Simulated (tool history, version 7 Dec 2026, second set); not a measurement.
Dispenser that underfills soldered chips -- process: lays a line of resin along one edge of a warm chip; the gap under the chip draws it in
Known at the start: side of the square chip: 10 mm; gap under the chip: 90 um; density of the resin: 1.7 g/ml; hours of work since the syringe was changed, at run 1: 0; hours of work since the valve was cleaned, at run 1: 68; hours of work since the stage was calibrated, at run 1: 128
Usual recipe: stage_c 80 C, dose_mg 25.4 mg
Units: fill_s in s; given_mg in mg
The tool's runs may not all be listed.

run  hour  stage_c  dose_mg  hours of work since the syringe was changed  hours of work since the valve was cleaned  hours of work since the stage was calibrated  fill_s  given_mg
  1   0.0       80     25.4                                            0                                         68                                           128    75.4     24.22
     10.5  -- new syringe of resin
  2  11.4       80     25.4                                            1                                         75                                           136    76.6     24.21
  3  20.7       80     25.4                                            7                                         82                                           142   132.5     23.86
     22.0  -- new syringe of resin
  4  27.3       80     25.4                                            4                                         86                                           146    99.7     24.04
     32.6  -- new syringe of resin
  5  36.7       80     25.4                                            3                                         92                                           152    92.9     23.80
  6  42.3       80     25.4                                            7                                         96                                           156   130.0     23.84
     43.9  -- new syringe of resin
  7  50.3       90     25.4                                            4                                        101                                           161    78.8     23.66
     55.3  -- new syringe of resin
  8  61.3       80     25.4                                            4                                        108                                           168   105.1     23.53
     66.0  -- new syringe of resin
  9  70.2       80     25.4                                            3                                        114                                           174    95.4     23.64
     77.5  -- new syringe of resin
 10  82.8       80     30.3                                            4                                        122                                           182    98.4     27.88
     88.4  -- new syringe of resin
 11  88.5       80     30.3                                            0                                        126                                           186    72.4     27.69

Estimate the outcome of run 12 from the log above:
 12  94.7       80     30.3                                            4                                        130                                           190       ?         ?

For run 12 the tool returned fill_s 106.4 s, given_mg 27.72 mg.
The same run, on a tool lacking any hidden state, would have yielded fill_s 72.2 s, given_mg 30.25 mg.

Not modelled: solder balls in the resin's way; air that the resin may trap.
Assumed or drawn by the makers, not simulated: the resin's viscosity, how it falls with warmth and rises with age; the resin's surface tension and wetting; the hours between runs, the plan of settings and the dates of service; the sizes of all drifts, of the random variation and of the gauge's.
